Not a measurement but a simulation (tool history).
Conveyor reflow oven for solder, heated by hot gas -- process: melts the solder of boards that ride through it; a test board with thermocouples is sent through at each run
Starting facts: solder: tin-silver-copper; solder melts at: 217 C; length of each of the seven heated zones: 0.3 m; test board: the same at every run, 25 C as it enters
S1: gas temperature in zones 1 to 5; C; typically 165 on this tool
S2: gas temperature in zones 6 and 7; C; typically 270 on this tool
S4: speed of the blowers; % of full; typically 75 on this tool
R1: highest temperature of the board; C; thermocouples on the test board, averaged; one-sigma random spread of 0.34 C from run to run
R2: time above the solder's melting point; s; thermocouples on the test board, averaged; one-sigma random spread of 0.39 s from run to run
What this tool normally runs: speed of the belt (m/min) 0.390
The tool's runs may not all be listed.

run 1 hour=0.0 | S1=165 S2=270 speed_of_the_belt_(m/min)=0.390 S4=75 | R1=260.2 R2=74.4
-- hour=27.4 thermocouples of zones 6 and 7 changed
run 2 hour=56.0 | S1=165 S2=270 speed_of_the_belt_(m/min)=0.390 S4=75 | R1=256.9 R2=71.3
run 3 hour=101.0 | S1=165 S2=270 speed_of_the_belt_(m/min)=0.390 S4=75 | R1=256.4 R2=71.5
run 4 hour=148.4 | S1=157 S2=270 speed_of_the_belt_(m/min)=0.390 S4=75 | R1=254.9 R2=67.0
run 5 hour=192.5 | S1=165 S2=270 speed_of_the_belt_(m/min)=0.313 S4=75 | R1=261.6 R2=96.3
-- hour=237.4 flux residue cleaned out of gas plates and filters
run 6 hour=268.0 | S1=165 S2=270 speed_of_the_belt_(m/min)=0.390 S4=75 | R1=259.9 R2=74.7
-- hour=282.2 belt drive overhauled, speed set with a stopwatch
run 7 hour=305.1 | S1=172 S2=270 speed_of_the_belt_(m/min)=0.455 S4=75 | R1=255.5 R2=60.7
run 8 hour=357.9 | S1=172 S2=270 speed_of_the_belt_(m/min)=0.455 S4=75 | R1=254.8 R2=61.5
run 9 hour=391.2 | S1=165 S2=270 speed_of_the_belt_(m/min)=0.417 S4=75 | R1=256.4 R2=65.9
run 10 hour=444.5 | S1=165 S2=278 speed_of_the_belt_(m/min)=0.390 S4=58 | R1=262.4 R2=73.9
run 11 hour=483.9 | S1=165 S2=278 speed_of_the_belt_(m/min)=0.390 S4=58 | R1=261.6 R2=73.6

Results per run with the tool's hidden condition removed, run-to-run variation unchanged:
What the log doesn't record here: heat that the gas passes to the board, % of a clean oven's; belt's true speed, % of the reading; true gas temperature in zones 6 and 7 over the reading, C; drift of the gauge itself on peak_c, C; drift of the gauge itself on liquid_s, %.
run=1 R1=258.6 R2=72.4
run=2 R1=259.4 R2=72.2
run=3 R1=259.0 R2=72.5
run=4 R1=257.9 R2=68.6
run=5 R1=263.5 R2=96.3
run=6 R1=259.1 R2=72.0
run=7 R1=255.5 R2=60.7
run=8 R1=255.0 R2=61.6
run=9 R1=256.6 R2=66.1
run=10 R1=262.6 R2=73.9
run=11 R1=261.9 R2=73.7

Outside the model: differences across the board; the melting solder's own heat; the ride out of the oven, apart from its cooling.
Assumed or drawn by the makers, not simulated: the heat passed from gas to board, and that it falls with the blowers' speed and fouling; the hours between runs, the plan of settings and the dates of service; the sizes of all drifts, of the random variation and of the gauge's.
